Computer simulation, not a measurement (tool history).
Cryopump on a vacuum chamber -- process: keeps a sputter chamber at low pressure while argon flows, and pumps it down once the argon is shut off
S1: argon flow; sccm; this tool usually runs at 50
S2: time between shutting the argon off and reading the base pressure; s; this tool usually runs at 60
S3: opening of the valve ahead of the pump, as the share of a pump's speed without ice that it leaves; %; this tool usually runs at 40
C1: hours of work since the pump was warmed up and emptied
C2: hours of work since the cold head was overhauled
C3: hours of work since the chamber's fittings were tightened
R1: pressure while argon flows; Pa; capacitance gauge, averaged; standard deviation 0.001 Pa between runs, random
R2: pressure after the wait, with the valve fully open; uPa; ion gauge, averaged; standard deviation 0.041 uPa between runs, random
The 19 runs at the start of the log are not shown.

run    hour  S1   S2  S3   C1    C2    C3      R1    R2
 20   662.3  60   91  40  759   759  2906  0.2878  5.51
 21   702.3  75  278  40  789   789  2936  0.3631  4.45
      741.7  -- pump warmed up, emptied and cooled again
 22   747.3  75  278  40    4   819  2966  0.3332  3.92
 23   768.4  87  167  40   20   834  2982  0.3886  4.25
 24   794.8  50   22  40   40   854  3002  0.2218  9.06
 25   845.5  23   21  32   78   892  3039  0.1279  9.56
 26   876.4  42   29  46  101   915  3063  0.1645  7.93
 27   921.7  23  191  46  135   949  3096  0.0909  4.28
 28     950  23  191  46  156   970  3118  0.0904  4.37
 29   991.6  27   60  30  187  1001  3149  0.1623  5.95
 30  1034.7  27   60  30  219  1034  3181  0.1624  5.97
 31  1070.4  22   60  30  246  1060  3208  0.1319  6.18

Consider 4 possible next runs. They are alternatives, not a sequence: every one starts from the tool as it was left by run 31. What does each give?
  A  1096  23   68  42  265  1079  3227   ?   ?
  B  1096  22   40  23  265  1079  3227   ?   ?
  C  1096  50   25  40  265  1079  3227   ?   ?
  D  1096  44  284  25  265  1079  3227   ?   ?

run      R1    R2
  A  0.0994  5.86
  B  0.1716  7.06
  C  0.2264  8.91
  D  0.3195  4.34
The same runs, with their run-to-run variation unchanged, on a tool lacking any hidden condition would have given:
run      R1    R2
  A  0.0966  2.19
  B  0.1689  3.42
  C  0.2203  5.29
  D  0.3141  0.76
